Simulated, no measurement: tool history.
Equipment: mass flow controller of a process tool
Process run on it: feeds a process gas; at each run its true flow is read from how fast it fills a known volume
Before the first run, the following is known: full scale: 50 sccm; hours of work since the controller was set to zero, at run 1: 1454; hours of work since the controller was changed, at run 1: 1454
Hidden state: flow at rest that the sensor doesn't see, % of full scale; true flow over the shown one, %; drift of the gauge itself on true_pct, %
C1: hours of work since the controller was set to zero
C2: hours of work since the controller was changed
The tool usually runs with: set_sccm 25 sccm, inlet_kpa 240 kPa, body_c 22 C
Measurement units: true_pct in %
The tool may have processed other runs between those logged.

{"run": 1, "hour": 0.0, "set_sccm": 25, "inlet_kpa": 240, "body_c": 22, "C1": 1454, "C2": 1454, "true_pct": 99.09}
{"run": 2, "hour": 73.6, "set_sccm": 25, "inlet_kpa": 240, "body_c": 21, "C1": 1497, "C2": 1497, "true_pct": 99.15}
{"run": 3, "hour": 142.7, "set_sccm": 25, "inlet_kpa": 240, "body_c": 21, "C1": 1538, "C2": 1538, "true_pct": 99.03}
{"run": 4, "hour": 200.1, "set_sccm": 25, "inlet_kpa": 240, "body_c": 21, "C1": 1571, "C2": 1571, "true_pct": 99.07}
{"run": 5, "hour": 266.9, "set_sccm": 25, "inlet_kpa": 240, "body_c": 21, "C1": 1611, "C2": 1611, "true_pct": 99.11}
{"run": 6, "hour": 343.8, "set_sccm": 25, "inlet_kpa": 240, "body_c": 21, "C1": 1656, "C2": 1656, "true_pct": 99.11}
{"run": 7, "hour": 393.2, "set_sccm": 25, "inlet_kpa": 240, "body_c": 23, "C1": 1685, "C2": 1685, "true_pct": 98.98}
{"run": 8, "hour": 466.7, "set_sccm": 25, "inlet_kpa": 233, "body_c": 23, "C1": 1728, "C2": 1728, "true_pct": 98.9}
{"run": 9, "hour": 531.9, "set_sccm": 25, "inlet_kpa": 240, "body_c": 21, "C1": 1766, "C2": 1766, "true_pct": 99.22}
{"run": 10, "hour": 603.6, "set_sccm": 25, "inlet_kpa": 240, "body_c": 22, "C1": 1809, "C2": 1809, "true_pct": 98.99}
{"run": 11, "hour": 671.8, "set_sccm": 25, "inlet_kpa": 240, "body_c": 22, "C1": 1849, "C2": 1849, "true_pct": 99.09}
{"run": 12, "hour": 724.6, "set_sccm": 25, "inlet_kpa": 240, "body_c": 22, "C1": 1880, "C2": 1880, "true_pct": 99.06}
{"run": 13, "hour": 773.0, "set_sccm": 25, "inlet_kpa": 240, "body_c": 22, "C1": 1908, "C2": 1908, "true_pct": 98.97}
{"run": 14, "hour": 808.1, "set_sccm": 25, "inlet_kpa": 186, "body_c": 22, "C1": 1929, "C2": 1929, "true_pct": 98.83}
{"run": 15, "hour": 885.3, "set_sccm": 25, "inlet_kpa": 240, "body_c": 22, "C1": 1974, "C2": 1974, "true_pct": 98.99}
{"run": 16, "hour": 952.1, "set_sccm": 25, "inlet_kpa": 240, "body_c": 22, "C1": 2013, "C2": 2013, "true_pct": 98.89}
{"run": 17, "hour": 1001.8, "set_sccm": 25, "inlet_kpa": 240, "body_c": 22, "C1": 2043, "C2": 2043, "true_pct": 98.96}
{"run": 18, "hour": 1076.7, "set_sccm": 25, "inlet_kpa": 240, "body_c": 22, "C1": 2087, "C2": 2087, "true_pct": 98.99}
{"run": 19, "hour": 1113.5, "set_sccm": 25, "inlet_kpa": 240, "body_c": 22, "C1": 2108, "C2": 2108, "true_pct": 98.92}
{"run": 20, "hour": 1159.4, "set_sccm": 25, "inlet_kpa": 240, "body_c": 31, "C1": 2135, "C2": 2135, "true_pct": 98.11}
{"run": 21, "hour": 1204.1, "set_sccm": 29, "inlet_kpa": 180, "body_c": 20, "C1": 2162, "C2": 2162, "true_pct": 99.3}
{"run": 22, "hour": 1270.6, "set_sccm": 29, "inlet_kpa": 195, "body_c": 36, "C1": 2201, "C2": 2201, "true_pct": 97.93}
{"run": 23, "hour": 1326.2, "set_sccm": 29, "inlet_kpa": 195, "body_c": 24, "C1": 2233, "C2": 2233, "true_pct": 99.05}
{"run": 24, "hour": 1403.1, "set_sccm": 7, "inlet_kpa": 240, "body_c": 21, "C1": 2279, "C2": 2279, "true_pct": 98.18}
{"run": 25, "hour": 1464.1, "set_sccm": 7, "inlet_kpa": 240, "body_c": 21, "C1": 2315, "C2": 2315, "true_pct": 98.14}
{"run": 26, "hour": 1497.2, "set_sccm": 7, "inlet_kpa": 240, "body_c": 21, "C1": 2334, "C2": 2334, "true_pct": 98.15}
{"run": 27, "hour": 1554.3, "set_sccm": 31, "inlet_kpa": 157, "body_c": 33, "C1": 2368, "C2": 2368, "true_pct": 98.38}
{"run": 28, "hour": 1611.0, "set_sccm": 31, "inlet_kpa": 157, "body_c": 33, "C1": 2401, "C2": 2401, "true_pct": 98.2}
{"run": 29, "hour": 1684.3, "set_sccm": 31, "inlet_kpa": 157, "body_c": 33, "C1": 2444, "C2": 2444, "true_pct": 98.36}
{"run": 30, "hour": 1741.5, "set_sccm": 31, "inlet_kpa": 157, "body_c": 33, "C1": 2478, "C2": 2478, "true_pct": 98.18}
{"run": 31, "hour": 1794.3, "set_sccm": 35, "inlet_kpa": 240, "body_c": 21, "C1": 2509, "C2": 2509, "true_pct": 99.49}
{"run": 32, "hour": 1846.2, "set_sccm": 35, "inlet_kpa": 240, "body_c": 21, "C1": 2539, "C2": 2539, "true_pct": 99.62}
{"run": 33, "hour": 1904.8, "set_sccm": 35, "inlet_kpa": 240, "body_c": 21, "C1": 2574, "C2": 2574, "true_pct": 99.59}
{"run": 34, "hour": 1955.8, "set_sccm": 7, "inlet_kpa": 242, "body_c": 29, "C1": 2604, "C2": 2604, "true_pct": 97.49}
{"run": 35, "hour": 1988.7, "set_sccm": 12, "inlet_kpa": 223, "body_c": 35, "C1": 2623, "C2": 2623, "true_pct": 97.22}
{"run": 36, "hour": 2066.1, "set_sccm": 14, "inlet_kpa": 187, "body_c": 22, "C1": 2669, "C2": 2669, "true_pct": 98.28}
{"run": 37, "hour": 2131.5, "set_sccm": 8, "inlet_kpa": 153, "body_c": 25, "C1": 2707, "C2": 2707, "true_pct": 97.74}
{"run": 38, "hour": 2174.7, "set_sccm": 16, "inlet_kpa": 146, "body_c": 22, "C1": 2732, "C2": 2732, "true_pct": 98.41}
{"run": 39, "hour": 2241.5, "set_sccm": 22, "inlet_kpa": 146, "body_c": 34, "C1": 2772, "C2": 2772, "true_pct": 97.65}
{"run": 40, "hour": 2299.1, "set_sccm": 5, "inlet_kpa": 217, "body_c": 29, "C1": 2806, "C2": 2806, "true_pct": 97.31}

Consider 3 possible next runs. They are alternatives, not a sequence: every one starts from the tool as it was left by run 40. What does each give?
{"run": "A", "hour": 2360.5, "set_sccm": 8, "inlet_kpa": 240, "body_c": 22, "C1": 2842, "C2": 2842, "true_pct": "?"}
{"run": "B", "hour": 2360.5, "set_sccm": 5, "inlet_kpa": 155, "body_c": 29, "C1": 2842, "C2": 2842, "true_pct": "?"}
{"run": "C", "hour": 2360.5, "set_sccm": 13, "inlet_kpa": 227, "body_c": 26, "C1": 2842, "C2": 2842, "true_pct": "?"}

run=A true_pct=98.08
run=B true_pct=97.25
run=C true_pct=98
With no hidden state in the tool, these same runs would have given:
run=A true_pct=98.06
run=B true_pct=97.22
run=C true_pct=97.99

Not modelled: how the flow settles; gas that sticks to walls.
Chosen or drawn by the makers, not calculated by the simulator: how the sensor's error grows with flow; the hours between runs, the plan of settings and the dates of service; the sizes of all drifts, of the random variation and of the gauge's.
